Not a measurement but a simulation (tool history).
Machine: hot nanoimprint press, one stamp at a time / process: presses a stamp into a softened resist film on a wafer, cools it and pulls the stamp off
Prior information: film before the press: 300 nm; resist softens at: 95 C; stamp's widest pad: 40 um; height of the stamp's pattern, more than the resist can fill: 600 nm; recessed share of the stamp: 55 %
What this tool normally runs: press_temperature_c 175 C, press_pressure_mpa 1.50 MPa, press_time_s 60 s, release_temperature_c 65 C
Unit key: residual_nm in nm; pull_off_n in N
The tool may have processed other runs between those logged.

run,hour,press_temperature_c,press_pressure_mpa,press_time_s,release_temperature_c,residual_nm,pull_off_n
1,0.0,175,1.50,60,65,150.3,116
2,13.1,175,1.50,60,65,148.5,116
3,21.9,175,1.50,60,65,150.2,121
4,39.0,175,1.50,60,65,149.7,118
5,56.5,175,1.50,99,65,126.2,122
6,74.9,175,1.50,99,65,128.1,126
7,89.0,175,1.50,60,65,149.2,125
8,103.8,175,1.50,60,65,151.4,130
9,116.5,175,1.38,60,65,156.8,129
10,134.8,175,1.38,60,65,159.0,129
# hour 150.1: stamp cleaned and given a new release coat
11,152.9,175,1.38,60,65,157.4,118
12,163.2,175,1.05,60,65,179.1,118
13,179.6,175,1.05,60,65,178.5,118
14,194.5,175,1.05,60,65,178.8,117
15,213.0,175,1.05,60,65,181.1,125
16,224.1,175,1.05,60,65,181.2,122
17,242.9,175,1.05,60,65,180.1,131
18,252.6,175,1.05,60,65,179.1,130
19,268.7,182,1.47,117,63,97.2,141
20,276.9,182,1.47,117,63,97.9,130
21,291.2,182,1.47,117,63,96.5,134
# hour 300.9: stamp cleaned and given a new release coat
22,306.6,182,1.01,60,65,150.3,120
23,318.4,175,2.20,60,54,126.6,141
24,332.1,175,1.50,47,67,167.6,111
25,345.7,175,1.50,47,67,167.5,119
26,356.0,163,1.88,60,65,209.9,130
27,372.1,175,0.99,100,63,162.2,130
28,391.9,175,0.99,100,63,162.1,133
29,410.0,175,2.11,88,65,114.7,131

4 options for the next run, each taken on its own from the tool as it stands now. Forecast them:
A,425.0,184,1.50,60,65,?,?
B,425.0,180,1.76,88,60,?,?
C,425.0,179,2.11,88,65,?,?
D,425.0,175,1.51,60,53,?,?

run,residual_nm,pull_off_n
A,116.7,129
B,107.0,141
C,100.9,135
D,155.0,160
Had the tool no hidden state, the same runs would have come out as:
run,residual_nm,pull_off_n
A,108.4,113
B,98.6,123
C,92.4,118
D,144.1,140

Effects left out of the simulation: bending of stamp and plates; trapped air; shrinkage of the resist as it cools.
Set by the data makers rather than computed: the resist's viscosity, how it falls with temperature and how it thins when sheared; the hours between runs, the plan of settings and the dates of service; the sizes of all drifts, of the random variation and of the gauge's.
